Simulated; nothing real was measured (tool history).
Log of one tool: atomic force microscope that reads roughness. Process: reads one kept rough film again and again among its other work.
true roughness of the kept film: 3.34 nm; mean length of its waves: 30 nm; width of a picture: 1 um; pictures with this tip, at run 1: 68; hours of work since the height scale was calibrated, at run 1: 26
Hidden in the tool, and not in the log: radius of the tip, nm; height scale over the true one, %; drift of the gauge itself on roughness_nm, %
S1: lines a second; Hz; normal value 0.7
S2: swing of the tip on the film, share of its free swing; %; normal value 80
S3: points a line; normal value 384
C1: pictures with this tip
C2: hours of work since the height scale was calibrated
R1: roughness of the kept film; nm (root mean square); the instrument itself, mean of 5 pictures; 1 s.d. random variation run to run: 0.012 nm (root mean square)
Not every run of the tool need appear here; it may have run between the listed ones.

run 1 hour=0 | S1=0.7 S2=80 S3=384 | C1=68 C2=26 | R1=2.477
run 2 hour=12.4 | S1=0.7 S2=80 S3=384 | C1=82 C2=31 | R1=2.436
run 3 hour=22.3 | S1=3.235 S2=80 S3=384 | C1=94 C2=35 | R1=2.09
run 4 hour=29.7 | S1=0.7 S2=80 S3=384 | C1=102 C2=39 | R1=2.37
run 5 hour=42 | S1=0.7 S2=80 S3=384 | C1=116 C2=44 | R1=2.305
run 6 hour=49.9 | S1=0.7 S2=80 S3=384 | C1=125 C2=47 | R1=2.294
run 7 hour=58 | S1=0.7 S2=80 S3=384 | C1=135 C2=51 | R1=2.264
run 8 hour=69.3 | S1=0.7 S2=80 S3=384 | C1=148 C2=56 | R1=2.21
run 9 hour=83.4 | S1=0.7 S2=80 S3=384 | C1=164 C2=62 | R1=2.162
run 10 hour=90.3 | S1=0.7 S2=76 S3=384 | C1=172 C2=65 | R1=2.157
run 11 hour=106 | S1=3.31 S2=80 S3=384 | C1=190 C2=72 | R1=1.849
run 12 hour=115.9 | S1=3.31 S2=80 S3=384 | C1=201 C2=76 | R1=1.806
-- hour=120.3 new tip fitted
run 13 hour=128.7 | S1=0.939 S2=80 S3=384 | C1=9 C2=81 | R1=2.681
run 14 hour=145.1 | S1=0.939 S2=80 S3=384 | C1=28 C2=89 | R1=2.617
run 15 hour=156.1 | S1=0.939 S2=80 S3=384 | C1=41 C2=93 | R1=2.572
run 16 hour=168.1 | S1=0.939 S2=80 S3=384 | C1=55 C2=98 | R1=2.52
run 17 hour=180.1 | S1=0.7 S2=80 S3=384 | C1=68 C2=104 | R1=2.491
run 18 hour=194.1 | S1=0.7 S2=80 S3=384 | C1=84 C2=110 | R1=2.453
run 19 hour=206.3 | S1=2.097 S2=80 S3=384 | C1=99 C2=115 | R1=2.215
run 20 hour=218.3 | S1=1.161 S2=80 S3=384 | C1=112 C2=120 | R1=2.291
run 21 hour=229.8 | S1=1.161 S2=80 S3=384 | C1=125 C2=125 | R1=2.247
run 22 hour=245.9 | S1=1.161 S2=80 S3=384 | C1=144 C2=132 | R1=2.179
run 23 hour=261.3 | S1=3.61 S2=84 S3=291 | C1=162 C2=139 | R1=1.8
run 24 hour=269.3 | S1=3.61 S2=84 S3=291 | C1=171 C2=142 | R1=1.774
run 25 hour=286 | S1=3.61 S2=84 S3=291 | C1=190 C2=150 | R1=1.739
run 26 hour=295.4 | S1=1.449 S2=72 S3=590 | C1=201 C2=154 | R1=2.054
-- hour=299.4 new tip fitted
run 27 hour=306.2 | S1=0.643 S2=69 S3=384 | C1=8 C2=158 | R1=2.765
run 28 hour=318.2 | S1=0.643 S2=69 S3=384 | C1=22 C2=163 | R1=2.699
run 29 hour=330.3 | S1=0.7 S2=58 S3=874 | C1=35 C2=169 | R1=2.665
-- hour=332.9 height scale calibrated on a step standard
run 30 hour=343.9 | S1=0.7 S2=62 S3=355 | C1=50 C2=5 | R1=2.591
run 31 hour=357.5 | S1=0.587 S2=80 S3=384 | C1=66 C2=11 | R1=2.48
run 32 hour=372.9 | S1=0.7 S2=76 S3=807 | C1=83 C2=17 | R1=2.434
run 33 hour=380.5 | S1=0.7 S2=76 S3=807 | C1=92 C2=21 | R1=2.424
run 34 hour=387.8 | S1=0.7 S2=71 S3=550 | C1=100 C2=24 | R1=2.388
run 35 hour=395.2 | S1=1.233 S2=70 S3=550 | C1=109 C2=27 | R1=2.336
run 36 hour=407.3 | S1=0.564 S2=80 S3=375 | C1=123 C2=32 | R1=2.288
run 37 hour=421.1 | S1=0.564 S2=80 S3=375 | C1=139 C2=38 | R1=2.237
-- hour=425.3 height scale calibrated on a step standard, once more
run 38 hour=433.9 | S1=0.7 S2=57 S3=496 | C1=152 C2=4 | R1=2.277
run 39 hour=445.8 | S1=0.7 S2=80 S3=835 | C1=166 C2=9 | R1=2.179
run 40 hour=453 | S1=0.7 S2=66 S3=285 | C1=174 C2=12 | R1=2.181
run 41 hour=461.6 | S1=1.131 S2=64 S3=384 | C1=184 C2=16 | R1=2.147

Alternative continuations, all from the tool just after run 41; predict every row:
run A hour=476.4 | S1=3.506 S2=80 S3=384 | C1=201 C2=22 | R1=?
run B hour=476.4 | S1=0.975 S2=64 S3=594 | C1=201 C2=22 | R1=?
run C hour=476.4 | S1=0.551 S2=76 S3=384 | C1=201 C2=22 | R1=?
run D hour=476.4 | S1=1.851 S2=84 S3=522 | C1=201 C2=22 | R1=?
run E hour=476.4 | S1=0.7 S2=66 S3=620 | C1=201 C2=22 | R1=?

run=A R1=1.794
run=B R1=2.108
run=C R1=2.111
run=D R1=1.914
run=E R1=2.124
What these runs would have given with no unlogged condition in the tool:
run=A R1=2.402
run=B R1=2.827
run=C R1=2.83
run=D R1=2.565
run=E R1=2.848

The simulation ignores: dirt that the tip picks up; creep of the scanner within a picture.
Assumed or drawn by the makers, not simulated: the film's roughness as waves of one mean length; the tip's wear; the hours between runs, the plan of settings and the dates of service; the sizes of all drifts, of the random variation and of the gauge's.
